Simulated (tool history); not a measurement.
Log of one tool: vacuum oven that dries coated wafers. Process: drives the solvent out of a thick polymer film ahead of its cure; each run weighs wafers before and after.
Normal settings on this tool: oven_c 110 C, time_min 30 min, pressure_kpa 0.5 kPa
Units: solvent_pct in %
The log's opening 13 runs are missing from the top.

Run 14, hour 119.3: usual settings but time_min 49 min, pressure_kpa 0.64 kPa. Result: solvent_pct 0.62 %.
Run 15, hour 129.4: usual settings but time_min 49 min, pressure_kpa 0.64 kPa. Result: solvent_pct 0.56 %.
Run 16, hour 140.8: usual settings but oven_c 122 C. Result: solvent_pct 0.35 %.
Run 17, hour 152.5: usual settings but oven_c 122 C. Result: solvent_pct 0.31 %.
Run 18, hour 164.5: usual settings but oven_c 122 C. Result: solvent_pct 0.33 %.
Run 19, hour 173.4: usual settings. Result: solvent_pct 1.16 %.
Run 20, hour 186.4: usual settings but oven_c 124 C. Result: solvent_pct 0.26 %.
Run 21, hour 197.8: usual settings. Result: solvent_pct 1.19 %.
Run 22, hour 206.1: usual settings. Result: solvent_pct 1.25 %.
Run 23, hour 216.3: usual settings. Result: solvent_pct 1.26 %.
Run 24, hour 222.2: usual settings but time_min 43 min. Result: solvent_pct 0.67 %.
Run 25, hour 231.5: usual settings but oven_c 116 C, time_min 40 min, pressure_kpa 0.451 kPa. Result: solvent_pct 0.35 %.
Run 26, hour 239.5: usual settings but oven_c 116 C, time_min 40 min, pressure_kpa 0.451 kPa. Result: solvent_pct 0.37 %.
Run 27, hour 249.7: usual settings but oven_c 116 C, time_min 40 min, pressure_kpa 0.451 kPa. Result: solvent_pct 0.38 %.
Run 28, hour 262.5: usual settings but oven_c 116 C, time_min 40 min, pressure_kpa 0.451 kPa. Result: solvent_pct 0.34 %.
Run 29, hour 273.8: usual settings but oven_c 116 C, time_min 40 min, pressure_kpa 0.451 kPa. Result: solvent_pct 0.39 %.
Run 30, hour 285.8: usual settings but time_min 34 min, pressure_kpa 0.409 kPa. Result: solvent_pct 0.94 %.

Run 31 is up next; what results do you expect?
Run 31, hour 297.3: usual settings but time_min 34 min, pressure_kpa 0.409 kPa. Result: solvent_pct ?.

{"run 31": {"solvent_pct": 0.93}}
Minus the tool's unlogged condition, the same run would have read solvent_pct 0.7 %.

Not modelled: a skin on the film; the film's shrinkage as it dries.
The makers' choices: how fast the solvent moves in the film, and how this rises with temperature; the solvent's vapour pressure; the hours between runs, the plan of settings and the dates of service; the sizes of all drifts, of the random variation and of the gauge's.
